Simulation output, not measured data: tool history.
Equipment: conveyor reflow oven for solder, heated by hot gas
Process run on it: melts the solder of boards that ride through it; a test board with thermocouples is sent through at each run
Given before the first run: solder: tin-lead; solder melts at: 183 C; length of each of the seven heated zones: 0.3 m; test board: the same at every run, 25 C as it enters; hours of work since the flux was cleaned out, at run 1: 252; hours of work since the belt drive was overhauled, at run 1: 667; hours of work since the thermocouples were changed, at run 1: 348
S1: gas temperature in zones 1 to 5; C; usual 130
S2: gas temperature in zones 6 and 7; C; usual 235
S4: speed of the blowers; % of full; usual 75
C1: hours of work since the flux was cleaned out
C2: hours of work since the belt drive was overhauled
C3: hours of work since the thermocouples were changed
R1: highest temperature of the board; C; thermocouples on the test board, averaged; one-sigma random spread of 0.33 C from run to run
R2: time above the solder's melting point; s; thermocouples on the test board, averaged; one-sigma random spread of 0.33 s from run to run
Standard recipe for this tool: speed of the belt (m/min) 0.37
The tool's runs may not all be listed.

{"run": 1, "hour": 0.0, "S1": 130, "S2": 235, "speed of the belt (m/min)": 0.37, "S4": 75, "C1": 252, "C2": 667, "C3": 348, "R1": 217, "R2": 70.1}
{"run": 2, "hour": 16.1, "S1": 130, "S2": 235, "speed of the belt (m/min)": 0.37, "S4": 75, "C1": 262, "C2": 677, "C3": 358, "R1": 216.9, "R2": 69.9}
{"run": 3, "hour": 49.6, "S1": 130, "S2": 235, "speed of the belt (m/min)": 0.37, "S4": 75, "C1": 283, "C2": 698, "C3": 379, "R1": 216.4, "R2": 69.7}
{"run": 4, "hour": 67.5, "S1": 130, "S2": 235, "speed of the belt (m/min)": 0.37, "S4": 75, "C1": 294, "C2": 709, "C3": 390, "R1": 217.3, "R2": 69.1}
{"hour": 88.3, "done": "flux residue cleaned out of gas plates and filters"}
{"run": 5, "hour": 93.8, "S1": 130, "S2": 235, "speed of the belt (m/min)": 0.37, "S4": 75, "C1": 3, "C2": 722, "C3": 403, "R1": 219.7, "R2": 72.9}
{"run": 6, "hour": 119.0, "S1": 130, "S2": 235, "speed of the belt (m/min)": 0.37, "S4": 75, "C1": 19, "C2": 738, "C3": 419, "R1": 219.1, "R2": 72.7}
{"run": 7, "hour": 147.3, "S1": 130, "S2": 235, "speed of the belt (m/min)": 0.37, "S4": 75, "C1": 37, "C2": 755, "C3": 437, "R1": 219.3, "R2": 73.1}
{"run": 8, "hour": 165.4, "S1": 130, "S2": 235, "speed of the belt (m/min)": 0.37, "S4": 68, "C1": 48, "C2": 767, "C3": 448, "R1": 217, "R2": 70.9}
{"run": 9, "hour": 189.3, "S1": 130, "S2": 235, "speed of the belt (m/min)": 0.37, "S4": 68, "C1": 63, "C2": 781, "C3": 463, "R1": 217.6, "R2": 70.6}
{"run": 10, "hour": 213.4, "S1": 130, "S2": 235, "speed of the belt (m/min)": 0.37, "S4": 68, "C1": 78, "C2": 796, "C3": 478, "R1": 217, "R2": 69.7}
{"run": 11, "hour": 242.2, "S1": 130, "S2": 235, "speed of the belt (m/min)": 0.37, "S4": 68, "C1": 96, "C2": 814, "C3": 496, "R1": 217.5, "R2": 70}
{"run": 12, "hour": 259.0, "S1": 130, "S2": 241, "speed of the belt (m/min)": 0.412, "S4": 63, "C1": 106, "C2": 825, "C3": 506, "R1": 216.4, "R2": 60.8}
{"run": 13, "hour": 285.0, "S1": 130, "S2": 235, "speed of the belt (m/min)": 0.439, "S4": 70, "C1": 122, "C2": 841, "C3": 522, "R1": 210.5, "R2": 52.3}
{"run": 14, "hour": 308.2, "S1": 145, "S2": 247, "speed of the belt (m/min)": 0.37, "S4": 75, "C1": 137, "C2": 855, "C3": 537, "R1": 231.8, "R2": 89}

Table of differences, measured result less the result of that run with no hidden state. Run-to-run variation is the same in both. Gauge scatter possibly is not:
Unlogged tool condition in this case: heat that the gas passes to the board, % of a clean oven's; belt's true speed, % of the reading; true gas temperature in zones 6 and 7 over the reading, C; drift of the gauge itself on peak_c, C; drift of the gauge itself on liquid_s, %.
run=1 R1=-1.3 R2=-0.9
run=2 R1=-1.3 R2=-0.9
run=3 R1=-1.5 R2=-1.1
run=4 R1=-1.6 R2=-1.2
run=5 R1=+1.2 R2=+2.2
run=6 R1=+1.1 R2=+2.1
run=7 R1=+1 R2=+2
run=8 R1=+1 R2=+2.1
run=9 R1=+0.9 R2=+2
run=10 R1=+0.8 R2=+1.8
run=11 R1=+0.7 R2=+1.7
run=12 R1=+0.5 R2=+1.5
run=13 R1=+0.3 R2=+1.1
run=14 R1=+0.5 R2=+1.9
